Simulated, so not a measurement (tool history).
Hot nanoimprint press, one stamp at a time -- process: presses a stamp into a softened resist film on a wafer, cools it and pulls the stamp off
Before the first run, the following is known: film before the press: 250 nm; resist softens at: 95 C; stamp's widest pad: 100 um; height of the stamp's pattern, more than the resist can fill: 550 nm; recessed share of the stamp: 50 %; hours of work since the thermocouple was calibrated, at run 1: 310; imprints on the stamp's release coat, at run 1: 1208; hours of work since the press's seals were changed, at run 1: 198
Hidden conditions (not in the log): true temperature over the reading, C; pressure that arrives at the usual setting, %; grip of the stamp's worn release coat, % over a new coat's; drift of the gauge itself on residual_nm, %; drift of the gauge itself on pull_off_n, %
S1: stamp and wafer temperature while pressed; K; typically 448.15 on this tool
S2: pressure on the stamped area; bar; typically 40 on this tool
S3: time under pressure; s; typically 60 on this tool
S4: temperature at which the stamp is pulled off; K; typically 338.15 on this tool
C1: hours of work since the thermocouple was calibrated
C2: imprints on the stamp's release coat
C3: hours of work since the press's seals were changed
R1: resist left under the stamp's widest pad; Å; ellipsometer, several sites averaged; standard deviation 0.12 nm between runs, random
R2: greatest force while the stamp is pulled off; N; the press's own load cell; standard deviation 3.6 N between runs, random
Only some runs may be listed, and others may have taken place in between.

Run 1, hour 0: usual settings; C1 310; C2 1208; C3 198. Result: R1 970 Å, R2 173 N.
Run 2, hour 26.9: usual settings; C1 324; C2 1275; C3 212. Result: R1 968 Å, R2 177 N.
Run 3, hour 60: usual settings; C1 341; C2 1357; C3 229. Result: R1 967 Å, R2 175 N.
Run 4, hour 89.4: usual settings; C1 356; C2 1430; C3 244. Result: R1 967 Å, R2 181 N.
At hour 95.8: plate thermocouple calibrated.
Run 5, hour 113.8: usual settings; C1 9; C2 1483; C3 255. Result: R1 970 Å, R2 176 N.
Run 6, hour 146.9: usual settings; C1 26; C2 1565; C3 272. Result: R1 968 Å, R2 174 N.
Run 7, hour 168.3: usual settings; C1 37; C2 1618; C3 283. Result: R1 965 Å, R2 176 N.
Run 8, hour 196.3: usual settings; C1 52; C2 1687; C3 298. Result: R1 963 Å, R2 180 N.
Run 9, hour 234.2: usual settings; C1 72; C2 1781; C3 317. Result: R1 962 Å, R2 170 N.
Run 10, hour 259.2: usual settings; C1 84; C2 1843; C3 330. Result: R1 962 Å, R2 180 N.
Run 11, hour 276.9: usual settings; C1 94; C2 1887; C3 340. Result: R1 961 Å, R2 177 N.
At hour 293.8: stamp cleaned and given a new release coat.
Run 12, hour 298.8: usual settings but S2 62.8 bar, S4 323.15 K; C1 102; C2 12; C3 348. Result: R1 743 Å, R2 213 N.
Run 13, hour 331.8: usual settings but S1 445.15 K, S2 41.5 bar, S4 330.15 K; C1 119; C2 94; C3 365. Result: R1 1033 Å, R2 193 N.
Run 14, hour 362.3: usual settings but S2 39.7 bar, S3 45 s; C1 135; C2 169; C3 381. Result: R1 1066 Å, R2 170 N.
Run 15, hour 392.1: usual settings but S1 450.15 K, S2 39.7 bar, S3 45 s, S4 328.15 K; C1 150; C2 243; C3 396. Result: R1 1004 Å, R2 208 N.
Run 16, hour 422.5: usual settings but S1 441.15 K, S2 58.6 bar, S4 340.15 K; C1 166; C2 319; C3 412. Result: R1 972 Å, R2 162 N.
Run 17, hour 460.8: usual settings but S1 441.15 K, S2 58.6 bar, S4 340.15 K; C1 186; C2 414; C3 432. Result: R1 972 Å, R2 161 N.
Run 18, hour 481.4: usual settings but S1 441.15 K, S2 58.6 bar, S4 340.15 K; C1 196; C2 465; C3 442. Result: R1 970 Å, R2 171 N.
Run 19, hour 508.2: usual settings but S1 441.15 K, S2 61.3 bar, S3 38 s, S4 340.15 K; C1 210; C2 531; C3 456. Result: R1 1109 Å, R2 167 N.
Run 20, hour 527.2: usual settings but S1 450.15 K, S3 50 s; C1 220; C2 578; C3 466. Result: R1 958 Å, R2 172 N.
Run 21, hour 564.8: usual settings but S2 24.9 bar; C1 239; C2 671; C3 485. Result: R1 1225 Å, R2 172 N.

Forecast each of these 4 alternatives for the next run:
Run A, hour 595.5: usual settings but S1 449.15 K, S2 41.4 bar, S4 326.15 K; C1 255; C2 747; C3 501. Result: R1 ?, R2 ?.
Run B, hour 595.5: usual settings but S2 24.9 bar, S3 35 s; C1 255; C2 747; C3 501. Result: R1 ?, R2 ?.
Run C, hour 595.5: usual settings but S2 52.2 bar; C1 255; C2 747; C3 501. Result: R1 ?, R2 ?.
Run D, hour 595.5: usual settings but S3 63 s; C1 255; C2 747; C3 501. Result: R1 ?, R2 ?.

run    R1   R2
  A   906  215
  B  1446  172
  C   819  173
  D   933  175
Without the tool's unlogged condition, the same runs would have read:
run    R1   R2
  A   925  214
  B  1476  171
  C   836  172
  D   952  174
